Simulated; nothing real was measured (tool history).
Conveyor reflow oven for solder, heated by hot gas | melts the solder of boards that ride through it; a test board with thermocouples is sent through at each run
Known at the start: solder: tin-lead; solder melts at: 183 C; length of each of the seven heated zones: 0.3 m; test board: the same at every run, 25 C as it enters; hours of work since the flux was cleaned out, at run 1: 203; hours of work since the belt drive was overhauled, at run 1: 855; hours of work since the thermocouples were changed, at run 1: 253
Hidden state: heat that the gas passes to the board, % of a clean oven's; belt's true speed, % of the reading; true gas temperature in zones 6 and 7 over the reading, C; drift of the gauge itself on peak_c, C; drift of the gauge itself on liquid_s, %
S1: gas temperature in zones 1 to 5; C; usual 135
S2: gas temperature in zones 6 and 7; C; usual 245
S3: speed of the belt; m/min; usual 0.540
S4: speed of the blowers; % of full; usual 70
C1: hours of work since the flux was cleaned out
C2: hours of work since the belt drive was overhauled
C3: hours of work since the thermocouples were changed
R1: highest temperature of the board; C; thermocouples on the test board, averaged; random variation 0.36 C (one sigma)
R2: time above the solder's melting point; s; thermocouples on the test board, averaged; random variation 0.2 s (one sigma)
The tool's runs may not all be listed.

run 1 hour=0.0 | S1=135 S2=245 S3=0.540 S4=70 | C1=203 C2=855 C3=253 | R1=225.6 R2=54.8
run 2 hour=53.2 | S1=135 S2=245 S3=0.540 S4=57 | C1=238 C2=891 C3=288 | R1=223.2 R2=53.0
run 3 hour=97.9 | S1=135 S2=245 S3=0.540 S4=59 | C1=268 C2=920 C3=318 | R1=223.4 R2=53.1
run 4 hour=128.9 | S1=135 S2=245 S3=0.540 S4=59 | C1=289 C2=941 C3=339 | R1=222.8 R2=53.2
run 5 hour=170.8 | S1=135 S2=245 S3=0.540 S4=59 | C1=317 C2=969 C3=366 | R1=222.2 R2=52.9
run 6 hour=218.0 | S1=135 S2=245 S3=0.540 S4=59 | C1=348 C2=1000 C3=398 | R1=223.0 R2=52.7
-- hour=247.7 flux residue cleaned out of gas plates and filters
run 7 hour=248.0 | S1=132 S2=235 S3=0.621 S4=84 | C1=0 C2=1017 C3=415 | R1=215.4 R2=41.0
run 8 hour=282.6 | S1=136 S2=255 S3=0.621 S4=84 | C1=23 C2=1040 C3=438 | R1=233.9 R2=51.1
run 9 hour=324.5 | S1=135 S2=259 S3=0.540 S4=70 | C1=51 C2=1068 C3=466 | R1=239.6 R2=61.4
run 10 hour=356.1 | S1=135 S2=259 S3=0.540 S4=70 | C1=72 C2=1089 C3=487 | R1=240.2 R2=61.3

Forecast run 11:
run 11 hour=379.2 | S1=139 S2=259 S3=0.534 S4=70 | C1=88 C2=1105 C3=502 | R1=? R2=?

Run 11 gave R1 240.5 C, R2 63.7 s.
Without the tool's hidden state the same run would have given R1 242.8 C, R2 64.0 s.
